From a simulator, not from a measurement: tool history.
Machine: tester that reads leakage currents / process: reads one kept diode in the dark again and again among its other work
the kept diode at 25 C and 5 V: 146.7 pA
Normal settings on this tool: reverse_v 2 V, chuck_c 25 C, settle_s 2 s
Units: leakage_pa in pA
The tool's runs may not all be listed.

run    hour  reverse_v  chuck_c  settle_s  leakage_pa
  1       0          2       25         2       92.65
  2   104.1          2       25         2       89.73
  3   162.3          2       25         2       89.06
  4   218.2          2       25         2       87.69
      233.1  -- chuck's temperature calibrated
  5   294.5       1.18       25         2       86.27
  6   394.1       1.18       25         2       84.66
  7   475.2          2       35         2      239.17
  8   541.7          2       25         2       101.6
  9   627.8          2       25         2        99.4
 10   735.5          2       25         2        97.8
 11   840.8          2       25         2       95.87
 12   941.8          2       34         2      202.83
 13   989.5       7.32       32      1.37      287.24
 14  1060.1       7.32       32      1.37      282.22
 15  1157.5       5.63       39      3.39      445.42
     1219.3  -- chuck's temperature calibrated
 16  1254.5       5.63       39      3.39      514.05
 17  1307.2       1.22       25       3.9       85.79
 18  1375.4       1.22       26      0.83       93.05
 19  1428.8       1.22       28      1.05       109.5
 20    1537      17.99       42         2      992.55
 21  1624.1      17.99       42         2       973.1

Run 22 has not been measured yet. What should we expect?
 22  1710.5      16.46       51       6.5           ?

Run 22 yielded leakage_pa 1851.42 pA.
If the tool had no hidden condition, the same run with the same run-to-run variation would have returned leakage_pa 1990.72 pA.
